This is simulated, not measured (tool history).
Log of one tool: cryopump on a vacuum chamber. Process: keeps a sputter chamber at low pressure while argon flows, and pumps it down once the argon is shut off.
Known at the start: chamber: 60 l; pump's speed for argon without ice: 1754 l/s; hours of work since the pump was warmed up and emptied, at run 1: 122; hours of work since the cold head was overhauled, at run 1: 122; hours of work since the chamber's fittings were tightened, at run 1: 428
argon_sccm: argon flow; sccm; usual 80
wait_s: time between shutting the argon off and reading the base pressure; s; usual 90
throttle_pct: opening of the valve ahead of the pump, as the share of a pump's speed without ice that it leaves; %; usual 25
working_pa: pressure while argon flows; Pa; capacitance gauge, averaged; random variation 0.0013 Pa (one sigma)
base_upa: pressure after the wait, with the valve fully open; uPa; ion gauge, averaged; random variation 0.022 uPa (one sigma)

run   hour  argon_sccm  wait_s  throttle_pct  hours of work since the pump was warmed up and emptied  hours of work since the cold head was overhauled  hours of work since the chamber's fittings were tightened  working_pa  base_upa
  1      0          80      90            25                                                     122                                               122                                                        428       0.311      0.68
  2   13.3          80      90            25                                                     127                                               127                                                        433      0.3119      0.69
  3   23.7          80      90            25                                                     132                                               132                                                        438      0.3123       0.7
  4   32.1          80      90            25                                                     135                                               135                                                        441      0.3159      0.67
  5   46.5          80      90            41                                                     141                                               141                                                        447      0.1918       0.7
  6   54.6          80      90            41                                                     145                                               145                                                        451      0.1925       0.7
  7   62.3          80      90            25                                                     148                                               148                                                        454      0.3127      0.71
  8   73.1          80      90            25                                                     152                                               152                                                        459      0.3153      0.64
  9   85.8          80      90            25                                                     158                                               158                                                        464      0.3126      0.71
 10   98.9          80      90            41                                                     163                                               163                                                        469      0.1945      0.69
 11  109.9          80      90            39                                                     168                                               168                                                        474       0.205      0.73
 12  116.6          80      90            39                                                     171                                               171                                                        477      0.2041      0.71
 13  130.2          80      90            25                                                     177                                               177                                                        483      0.3149      0.68
 14  144.7          80     151            25                                                     183                                               183                                                        489      0.3143      0.52
 15  157.8          80      90            25                                                     188                                               188                                                        494      0.3142      0.71
 16  171.3          80      90            25                                                     194                                               194                                                        500      0.3165       0.7
 17  179.9          80      90            25                                                     197                                               197                                                        503      0.3149       0.7
 18  189.9          63      60            38                                                     202                                               202                                                        508      0.1655      0.93
 19  204.1          37     163            20                                                     208                                               208                                                        514      0.1817      0.57
 20  216.6          37     163            20                                                     213                                               213                                                        519      0.1814      0.49
 21  229.2         104      55            45                                                     218                                               218                                                        524      0.2336      0.97
 22    239         104      55            45                                                     222                                               222                                                        528      0.2318      0.95
 23  247.4          68      30            17                                                     226                                               226                                                        532      0.3934      1.56
 24  257.5          37      78            23                                                     230                                               230                                                        536      0.1589      0.71
 25  271.4          37      78            23                                                     236                                               236                                                        542      0.1585      0.73
 26  283.8          37      78            23                                                     241                                               241                                                        547      0.1595      0.78
 27  297.4          37      78            23                                                     247                                               247                                                        553      0.1604       0.8
 28  310.9          34      90            35                                                     253                                               253                                                        559      0.0974      0.73
 29    323         154      90            32                                                     258                                               258                                                        564      0.4839      0.73
 30  336.6          72     244            30                                                     263                                               263                                                        569      0.2404      0.47
 31  351.7          72     244            30                                                     270                                               270                                                        576       0.241      0.47
 32  363.1          80     261            29                                                     275                                               275                                                        581      0.2759      0.46

Run 33 comes next. What will it give?
 33  376.7          62     252            18                                                     280                                               280                                                        586           ?         ?

{"run 33": {"working_pa": 0.3412, "base_upa": 0.49}}
Without the tool's hidden state the same run would have given working_pa 0.3323 Pa, base_upa 0.35 uPa.
